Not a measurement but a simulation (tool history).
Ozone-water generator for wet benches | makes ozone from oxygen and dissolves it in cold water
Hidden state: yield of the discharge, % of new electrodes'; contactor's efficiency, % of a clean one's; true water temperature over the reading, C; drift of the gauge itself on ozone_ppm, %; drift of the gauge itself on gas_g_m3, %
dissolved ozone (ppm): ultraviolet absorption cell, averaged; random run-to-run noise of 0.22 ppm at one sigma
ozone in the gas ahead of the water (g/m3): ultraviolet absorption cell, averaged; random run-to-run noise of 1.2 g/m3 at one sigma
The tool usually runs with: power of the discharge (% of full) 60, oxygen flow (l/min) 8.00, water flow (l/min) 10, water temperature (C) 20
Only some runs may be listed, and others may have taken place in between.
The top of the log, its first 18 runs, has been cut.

run   hour  power of the discharge (% of full)  oxygen flow (l/min)  water flow (l/min)  water temperature (C)  hours of work since the electrodes were changed  hours of work since the contactor was cleaned  hours of work since the thermometer was calibrated  dissolved ozone (ppm)  ozone in the gas ahead of the water (g/m3)
 19  454.9                                  69                 4.00                  13                     14                                              612                                           3156                                                2266                   34.7                                       354.4
 20  485.3                                  60                 5.87                  10                     19                                              633                                           3176                                                2286                   34.5                                       261.5
 21  515.0                                  60                 5.87                  10                     19                                              653                                           3196                                                2306                   34.2                                       260.8
 22  536.6                                  60                 8.00                  10                     25                                              667                                           3211                                                2321                   28.2                                       224.2
 23  552.0                                  60                 8.00                   8                     25                                              678                                           3221                                                2331                   32.2                                       222.6
 24  582.6                                  60                 8.00                   8                     25                                              698                                           3242                                                2352                   32.3                                       227.2
 25  598.5                                  60                 8.00                   8                     25                                              709                                           3253                                                2362                   32.1                                       222.7
 26  628.3                                  60                 8.00                   8                     25                                              729                                           3273                                                2383                   32.7                                       223.2
 27  646.3                                  60                 8.00                   8                     25                                              741                                           3285                                                2395                   32.0                                       223.9
 28  679.1                                  43                 4.83                  10                     17                                              764                                           3307                                                2417                   27.5                                       213.9
 29  710.5                                  60                11.90                   8                     24                                              785                                           3328                                                2438                   28.9                                       181.9
 30  734.0                                  60                 4.76                  13                     20                                              801                                           3344                                                2454                   28.3                                       285.9

For run 31, what comes out?
 31  759.2                                  60                 4.76                  13                     24                                              818                                           3361                                                2471                      ?                                           ?

dissolved ozone (ppm): 26.1
ozone in the gas ahead of the water (g/m3): 284.0
The same run, on a tool lacking any hidden state, would have yielded dissolved ozone (ppm) 26.1, ozone in the gas ahead of the water (g/m3) 290.0.
